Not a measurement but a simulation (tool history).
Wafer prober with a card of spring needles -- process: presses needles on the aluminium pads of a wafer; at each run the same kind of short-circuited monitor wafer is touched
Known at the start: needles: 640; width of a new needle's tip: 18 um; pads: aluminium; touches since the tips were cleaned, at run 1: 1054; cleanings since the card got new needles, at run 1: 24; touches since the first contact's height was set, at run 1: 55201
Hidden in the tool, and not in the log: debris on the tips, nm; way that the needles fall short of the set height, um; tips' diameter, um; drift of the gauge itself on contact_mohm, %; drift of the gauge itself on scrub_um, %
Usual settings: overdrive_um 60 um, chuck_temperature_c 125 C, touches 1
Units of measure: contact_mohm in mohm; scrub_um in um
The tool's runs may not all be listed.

run,hour,overdrive_um,chuck_temperature_c,touches,touches since the tips were cleaned,cleanings since the card got new needles,touches since the first contact's height was set,contact_mohm,scrub_um
1,0,60,125,1,1054,24,55201,274,7.51
2,8,60,125,1,5064,24,59211,355,7.51
# hour 15.5: tips cleaned on abrasive film
3,17.4,60,125,1,962,25,63865,439,7.52
4,27.9,60,125,1,6164,25,69067,383,7.48
# hour 33.3: tips cleaned on abrasive film
5,34.1,60,125,1,364,26,72119,257,7.45
# hour 37: tips cleaned on abrasive film, once more
6,44,60,125,1,3488,27,77014,336,7.47
7,49.6,60,125,1,6280,27,79806,364,7.48
# hour 54.9: tips cleaned on abrasive film
8,57,60,125,1,1034,28,83449,288,7.45
9,62.4,60,125,1,3770,28,86185,346,7.45
10,69.5,60,82,1,7325,28,89740,371,7.48
# hour 73.2: tips cleaned on abrasive film
11,74.7,60,82,2,773,29,92280,246,7.45
12,85,60,82,2,5897,29,97404,302,7.46
# hour 91: tips cleaned on abrasive film
13,95.2,60,82,2,2113,30,102451,271,7.46
14,100.3,60,82,2,4644,30,104982,296,7.49
15,106.8,60,82,2,7922,30,108260,310,7.46
# hour 108.5: tips cleaned on abrasive film
16,117.8,60,82,2,4608,31,113676,300,7.45
17,125.7,68,125,1,8586,31,117654,344,8.46
# hour 126.5: tips cleaned on abrasive film
18,131,60,125,3,2245,32,120225,255,7.42
19,139.4,57,108,2,6460,32,124440,319,7.05
# hour 144.3: tips cleaned on abrasive film
20,149.8,68,48,1,2753,33,129572,301,8.42
21,157.9,68,48,1,6811,33,133630,338,8.44
# hour 161.8: tips cleaned on abrasive film
22,165,70,125,1,1622,34,137135,275,8.67
23,177.5,70,125,1,7856,34,143369,338,8.7
# hour 180.1: tips cleaned on abrasive film
24,185.5,55,46,1,2714,35,147324,340,6.78
# hour 197.6: tips cleaned on abrasive film
25,197.6,68,93,2,0,36,153299,226,8.42
26,206,44,93,3,4193,36,157492,308,5.39
27,211.1,51,36,2,6756,36,160055,342,6.27
# hour 215.2: tips cleaned on abrasive film
28,223,44,53,1,3877,37,165929,452,5.38
29,228,44,53,1,6393,37,168445,506,5.38
# hour 233: tips cleaned on abrasive film
30,234.4,78,53,3,703,38,171613,215,9.66
31,242,78,53,3,4481,38,175391,237,9.66

What does the tool deliver on the next run?
# hour 250.5: tips cleaned on abrasive film
32,250.5,54,67,2,0,39,179576,?,?

{"run 32": {"contact_mohm": 229, "scrub_um": 6.63}}
Had the tool carried no hidden state, the very same run would have given contact_mohm 215 mohm, scrub_um 6.81 um.

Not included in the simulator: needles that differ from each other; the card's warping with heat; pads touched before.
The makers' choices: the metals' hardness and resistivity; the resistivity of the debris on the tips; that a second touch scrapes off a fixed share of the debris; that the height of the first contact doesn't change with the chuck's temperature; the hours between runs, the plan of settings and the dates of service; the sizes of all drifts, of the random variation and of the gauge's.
